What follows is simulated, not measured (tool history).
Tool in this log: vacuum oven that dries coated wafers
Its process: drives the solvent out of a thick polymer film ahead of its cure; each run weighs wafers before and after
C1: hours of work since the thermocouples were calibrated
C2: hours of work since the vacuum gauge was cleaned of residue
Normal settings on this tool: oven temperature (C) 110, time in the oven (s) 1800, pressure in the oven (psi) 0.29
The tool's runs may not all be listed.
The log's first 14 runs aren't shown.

{"run": 15, "hour": 293.4, "oven temperature (C)": 110, "time in the oven (s)": 1800, "pressure in the oven (psi)": 0.29, "C1": 460, "C2": 676, "solvent left in the film (%)": 3.62}
{"run": 16, "hour": 306.8, "oven temperature (C)": 110, "time in the oven (s)": 1440, "pressure in the oven (psi)": 0.29, "C1": 470, "C2": 687, "solvent left in the film (%)": 4.65}
{"run": 17, "hour": 321.9, "oven temperature (C)": 110, "time in the oven (s)": 1440, "pressure in the oven (psi)": 0.29, "C1": 482, "C2": 699, "solvent left in the film (%)": 4.76}
{"run": 18, "hour": 339.0, "oven temperature (C)": 110, "time in the oven (s)": 1800, "pressure in the oven (psi)": 0.727, "C1": 495, "C2": 712, "solvent left in the film (%)": 4.72}
{"run": 19, "hour": 363.9, "oven temperature (C)": 102, "time in the oven (s)": 2100, "pressure in the oven (psi)": 0.392, "C1": 515, "C2": 731, "solvent left in the film (%)": 5.56}
{"run": 20, "hour": 378.1, "oven temperature (C)": 107, "time in the oven (s)": 1800, "pressure in the oven (psi)": 0.915, "C1": 526, "C2": 742, "solvent left in the film (%)": 5.94}
{"run": 21, "hour": 403.4, "oven temperature (C)": 99, "time in the oven (s)": 1980, "pressure in the oven (psi)": 0.4, "C1": 546, "C2": 762, "solvent left in the film (%)": 6.72}
{"run": 22, "hour": 430.4, "oven temperature (C)": 108, "time in the oven (s)": 1140, "pressure in the oven (psi)": 0.715, "C1": 567, "C2": 783, "solvent left in the film (%)": 7.42}
{"run": 23, "hour": 459.9, "oven temperature (C)": 103, "time in the oven (s)": 3180, "pressure in the oven (psi)": 0.194, "C1": 590, "C2": 806, "solvent left in the film (%)": 2.83}
{"run": 24, "hour": 473.6, "oven temperature (C)": 103, "time in the oven (s)": 3180, "pressure in the oven (psi)": 0.194, "C1": 601, "C2": 817, "solvent left in the film (%)": 2.79}
{"run": 25, "hour": 498.8, "oven temperature (C)": 107, "time in the oven (s)": 3180, "pressure in the oven (psi)": 0.194, "C1": 620, "C2": 837, "solvent left in the film (%)": 2.01}
{"run": 26, "hour": 514.2, "oven temperature (C)": 107, "time in the oven (s)": 1560, "pressure in the oven (psi)": 0.194, "C1": 632, "C2": 849, "solvent left in the film (%)": 4.96}
{"run": 27, "hour": 536.9, "oven temperature (C)": 107, "time in the oven (s)": 1560, "pressure in the oven (psi)": 0.194, "C1": 650, "C2": 867, "solvent left in the film (%)": 5.01}
{"run": 28, "hour": 561.9, "oven temperature (C)": 105, "time in the oven (s)": 1620, "pressure in the oven (psi)": 0.515, "C1": 670, "C2": 886, "solvent left in the film (%)": 6.28}
{"run": 29, "hour": 592.6, "oven temperature (C)": 98, "time in the oven (s)": 1620, "pressure in the oven (psi)": 0.515, "C1": 694, "C2": 910, "solvent left in the film (%)": 8.32}
{"run": 30, "hour": 621.5, "oven temperature (C)": 120, "time in the oven (s)": 2160, "pressure in the oven (psi)": 0.174, "C1": 716, "C2": 933, "solvent left in the film (%)": 1.01}
{"hour": 636.7, "done": "oven's thermocouples calibrated"}
{"run": 31, "hour": 653.5, "oven temperature (C)": 110, "time in the oven (s)": 1680, "pressure in the oven (psi)": 0.286, "C1": 13, "C2": 956, "solvent left in the film (%)": 3.96}
{"run": 32, "hour": 666.2, "oven temperature (C)": 110, "time in the oven (s)": 1680, "pressure in the oven (psi)": 0.286, "C1": 23, "C2": 966, "solvent left in the film (%)": 3.99}
{"run": 33, "hour": 684.2, "oven temperature (C)": 110, "time in the oven (s)": 1140, "pressure in the oven (psi)": 1.009, "C1": 37, "C2": 980, "solvent left in the film (%)": 7.41}
{"run": 34, "hour": 697.0, "oven temperature (C)": 110, "time in the oven (s)": 1140, "pressure in the oven (psi)": 1.121, "C1": 47, "C2": 990, "solvent left in the film (%)": 7.48}
{"run": 35, "hour": 723.0, "oven temperature (C)": 110, "time in the oven (s)": 1140, "pressure in the oven (psi)": 1.121, "C1": 67, "C2": 1010, "solvent left in the film (%)": 7.54}
{"run": 36, "hour": 737.8, "oven temperature (C)": 117, "time in the oven (s)": 1860, "pressure in the oven (psi)": 0.535, "C1": 79, "C2": 1022, "solvent left in the film (%)": 2.47}

Forecast each of these 4 alternatives for the next run:
{"run": "A", "hour": 766.4, "oven temperature (C)": 116, "time in the oven (s)": 1860, "pressure in the oven (psi)": 0.68, "C1": 101, "C2": 1044, "solvent left in the film (%)": "?"}
{"run": "B", "hour": 766.4, "oven temperature (C)": 115, "time in the oven (s)": 1800, "pressure in the oven (psi)": 0.239, "C1": 101, "C2": 1044, "solvent left in the film (%)": "?"}
{"run": "C", "hour": 766.4, "oven temperature (C)": 100, "time in the oven (s)": 1800, "pressure in the oven (psi)": 0.29, "C1": 101, "C2": 1044, "solvent left in the film (%)": "?"}
{"run": "D", "hour": 766.4, "oven temperature (C)": 100, "time in the oven (s)": 1860, "pressure in the oven (psi)": 0.535, "C1": 101, "C2": 1044, "solvent left in the film (%)": "?"}

run=A solvent_left_in_the_film_(%)=3.01
run=B solvent_left_in_the_film_(%)=2.48
run=C solvent_left_in_the_film_(%)=6.48
run=D solvent_left_in_the_film_(%)=6.95
Had the tool no hidden state, the same runs would have come out as:
run=A solvent_left_in_the_film_(%)=3.01
run=B solvent_left_in_the_film_(%)=2.48
run=C solvent_left_in_the_film_(%)=6.47
run=D solvent_left_in_the_film_(%)=6.94

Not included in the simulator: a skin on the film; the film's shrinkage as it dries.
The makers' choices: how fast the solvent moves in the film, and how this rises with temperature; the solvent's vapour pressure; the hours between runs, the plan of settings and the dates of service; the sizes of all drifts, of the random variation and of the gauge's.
